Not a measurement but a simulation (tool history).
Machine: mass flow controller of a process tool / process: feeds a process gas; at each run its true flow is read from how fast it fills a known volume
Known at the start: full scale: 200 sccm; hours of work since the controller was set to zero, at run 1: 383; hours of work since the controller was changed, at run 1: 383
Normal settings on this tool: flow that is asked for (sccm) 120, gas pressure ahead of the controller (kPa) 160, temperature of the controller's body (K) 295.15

| run | day | flow that is asked for (sccm) | gas pressure ahead of the controller (kPa) | temperature of the controller's body (K) | hours of work since the controller was set to zero | hours of work since the controller was changed | true flow (%) |
|---|---|---|---|---|---|---|---|
| 1 | 0.000 | 120 | 160 | 295.15 | 383 | 383 | 98.96 |
| 2 | 5.504 | 120 | 141 | 295.15 | 450 | 450 | 99.25 |
| 3 | 14.679 | 120 | 141 | 297.15 | 562 | 562 | 99.21 |
| 4 | 22.221 | 120 | 160 | 295.15 | 654 | 654 | 98.97 |
| 5 | 28.367 | 120 | 160 | 295.15 | 729 | 729 | 99.01 |
| 6 | 34.883 | 120 | 160 | 295.15 | 809 | 809 | 98.97 |
| 7 | 39.917 | 120 | 160 | 295.15 | 870 | 870 | 99.00 |
| 8 | 47.633 | 120 | 160 | 295.15 | 965 | 965 | 98.95 |
| 9 | 52.488 | 120 | 160 | 295.15 | 1024 | 1024 | 98.89 |
| 10 | 61.838 | 120 | 167 | 295.15 | 1138 | 1138 | 98.87 |
| 11 | 70.142 | 120 | 167 | 295.15 | 1240 | 1240 | 98.94 |
| 12 | 74.221 | 42 | 160 | 295.15 | 1290 | 1290 | 98.10 |
| 13 | 79.338 | 42 | 160 | 295.15 | 1352 | 1352 | 98.16 |
| 14 | 87.383 | 42 | 160 | 295.15 | 1451 | 1451 | 98.13 |
| 15 | 93.304 | 42 | 160 | 295.15 | 1523 | 1523 | 98.07 |
| 16 | 97.675 | 42 | 160 | 295.15 | 1576 | 1576 | 98.14 |
| 17 | 104.825 | 42 | 160 | 295.15 | 1664 | 1664 | 98.22 |
| 18 | 111.154 | 23 | 272 | 302.15 | 1741 | 1741 | 97.81 |
| 19 | 115.221 | 98 | 160 | 305.15 | 1791 | 1791 | 99.08 |
| 20 | 119.471 | 98 | 160 | 305.15 | 1843 | 1843 | 99.14 |
| 21 | 124.938 | 42 | 269 | 305.15 | 1910 | 1910 | 98.01 |

The next listed run, before its measurement:
| 22 | 133.554 | 42 | 269 | 305.15 | 2015 | 2015 | ? |

true flow (%): 97.82
With no hidden state in the tool, this same run would have given true flow (%) 97.79.
